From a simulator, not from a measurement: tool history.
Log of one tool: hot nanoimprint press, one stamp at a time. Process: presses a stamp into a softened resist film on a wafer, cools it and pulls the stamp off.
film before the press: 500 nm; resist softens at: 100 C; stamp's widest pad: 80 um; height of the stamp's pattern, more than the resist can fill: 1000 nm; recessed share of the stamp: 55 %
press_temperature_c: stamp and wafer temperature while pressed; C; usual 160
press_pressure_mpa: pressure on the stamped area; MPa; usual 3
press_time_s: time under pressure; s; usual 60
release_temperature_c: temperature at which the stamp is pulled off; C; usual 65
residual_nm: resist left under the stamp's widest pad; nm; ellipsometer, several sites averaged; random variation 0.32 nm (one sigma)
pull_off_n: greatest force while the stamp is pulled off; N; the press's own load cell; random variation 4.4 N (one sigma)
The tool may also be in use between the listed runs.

Run 1, day 0: usual settings. Result: residual_nm 242.9 nm, pull_off_n 216 N.
Run 2, day 1.129: usual settings. Result: residual_nm 242.5 nm, pull_off_n 226 N.
Run 3, day 2.092: usual settings but release_temperature_c 59 C. Result: residual_nm 242.5 nm, pull_off_n 253 N.
Run 4, day 2.988: usual settings but release_temperature_c 59 C. Result: residual_nm 241.4 nm, pull_off_n 261 N.
Run 5, day 4.158: usual settings but press_time_s 54 s. Result: residual_nm 249.6 nm, pull_off_n 251 N.
Run 6, day 5.567: usual settings. Result: residual_nm 241.4 nm, pull_off_n 267 N.
Run 7, day 7.154: usual settings but press_temperature_c 157 C. Result: residual_nm 270.3 nm, pull_off_n 279 N.
Run 8, day 8.258: usual settings but press_temperature_c 157 C, release_temperature_c 51 C. Result: residual_nm 270 nm, pull_off_n 327 N.
At day 8.488: plate thermocouple calibrated.
Run 9, day 9.654: usual settings but press_temperature_c 157 C, release_temperature_c 51 C. Result: residual_nm 267.2 nm, pull_off_n 345 N.
Run 10, day 10.646: usual settings but press_pressure_mpa 4.22 MPa. Result: residual_nm 203.8 nm, pull_off_n 309 N.
Run 11, day 11.608: usual settings but press_pressure_mpa 4.22 MPa. Result: residual_nm 203.8 nm, pull_off_n 306 N.
Run 12, day 12.879: usual settings but press_pressure_mpa 4.22 MPa. Result: residual_nm 202.9 nm, pull_off_n 321 N.
Run 13, day 14.058: usual settings but press_pressure_mpa 4.22 MPa. Result: residual_nm 202.9 nm, pull_off_n 334 N.
Run 14, day 15.421: usual settings but release_temperature_c 61 C. Result: residual_nm 235.7 nm, pull_off_n 360 N.
At day 17.021: stamp cleaned and given a new release coat.
Run 15, day 17.021: usual settings but release_temperature_c 61 C. Result: residual_nm 235.7 nm, pull_off_n 221 N.
At day 17.271: plate thermocouple calibrated, once more.
Run 16, day 17.842: usual settings but press_time_s 100 s, release_temperature_c 71 C. Result: residual_nm 200.1 nm, pull_off_n 204 N.
Run 17, day 19.446: usual settings but press_time_s 100 s, release_temperature_c 71 C. Result: residual_nm 199.8 nm, pull_off_n 217 N.
Run 18, day 20.733: usual settings but press_pressure_mpa 1.92 MPa, press_time_s 40 s, release_temperature_c 71 C. Result: residual_nm 326.7 nm, pull_off_n 229 N.
Run 19, day 21.746: usual settings but press_pressure_mpa 1.92 MPa, press_time_s 40 s, release_temperature_c 71 C. Result: residual_nm 326.2 nm, pull_off_n 230 N.
Run 20, day 23.229: usual settings but press_time_s 47 s, release_temperature_c 71 C. Result: residual_nm 262.7 nm, pull_off_n 247 N.
Run 21, day 24.554: usual settings but press_temperature_c 154 C, press_pressure_mpa 2.64 MPa, press_time_s 53 s, release_temperature_c 64 C. Result: residual_nm 327.6 nm, pull_off_n 265 N.
Run 22, day 26.104: usual settings but press_pressure_mpa 4.18 MPa, release_temperature_c 61 C. Result: residual_nm 207.5 nm, pull_off_n 279 N.
Run 23, day 27.75: usual settings but press_pressure_mpa 2.37 MPa, press_time_s 76 s, release_temperature_c 60 C. Result: residual_nm 243.5 nm, pull_off_n 317 N.
Run 24, day 28.542: usual settings but press_temperature_c 161 C, press_time_s 51 s. Result: residual_nm 244.5 nm, pull_off_n 296 N.
Run 25, day 29.412: usual settings but press_temperature_c 157 C, release_temperature_c 66 C. Result: residual_nm 269.4 nm, pull_off_n 309 N.
Run 26, day 30.471: usual settings but press_temperature_c 150 C, press_pressure_mpa 3.86 MPa, press_time_s 73 s, release_temperature_c 57 C. Result: residual_nm 302.5 nm, pull_off_n 354 N.
Run 27, day 31.917: usual settings but press_temperature_c 157 C, press_pressure_mpa 2.48 MPa, press_time_s 82 s, release_temperature_c 67 C. Result: residual_nm 260.1 nm, pull_off_n 328 N.
Run 28, day 32.717: usual settings but press_temperature_c 165 C, press_pressure_mpa 2.13 MPa, press_time_s 82 s, release_temperature_c 63 C. Result: residual_nm 203.2 nm, pull_off_n 349 N.
Run 29, day 33.438: usual settings but press_temperature_c 156 C, press_pressure_mpa 2 MPa, press_time_s 39 s, release_temperature_c 70 C. Result: residual_nm 360 nm, pull_off_n 326 N.

Some steps in residual_nm between neighbouring runs. How much of each would the tool show without its hidden state too (settings, what came in, random variation), and how much is left for the hidden state, with any gauge scatter that isn't in both results?
The hidden state here: true temperature over the reading, C; pressure that arrives at the usual setting, %; grip of the stamp's worn release coat, % over a new coat's; drift of the gauge itself on residual_nm, %; drift of the gauge itself on pull_off_n, %.
Run 8 -> 9: plate thermocouple calibrated. residual_nm -2.8 nm: hidden state -2.9, all else +0.1.
Run 15 -> 16: press_time_s 60 -> 100, release_temperature_c 61 -> 71, plate thermocouple calibrated, once more. residual_nm -35.6 nm: hidden state +6.5, all else -42.1.
Run 17 -> 18: press_pressure_mpa 3 -> 1.92, press_time_s 100 -> 40. residual_nm +126.9 nm: hidden state -1.4, all else +128.3.
Run 28 -> 29: press_temperature_c 165 -> 156, press_pressure_mpa 2.13 -> 2, press_time_s 82 -> 39, release_temperature_c 63 -> 70. residual_nm +156.8 nm: hidden state -1.7, all else +158.5.

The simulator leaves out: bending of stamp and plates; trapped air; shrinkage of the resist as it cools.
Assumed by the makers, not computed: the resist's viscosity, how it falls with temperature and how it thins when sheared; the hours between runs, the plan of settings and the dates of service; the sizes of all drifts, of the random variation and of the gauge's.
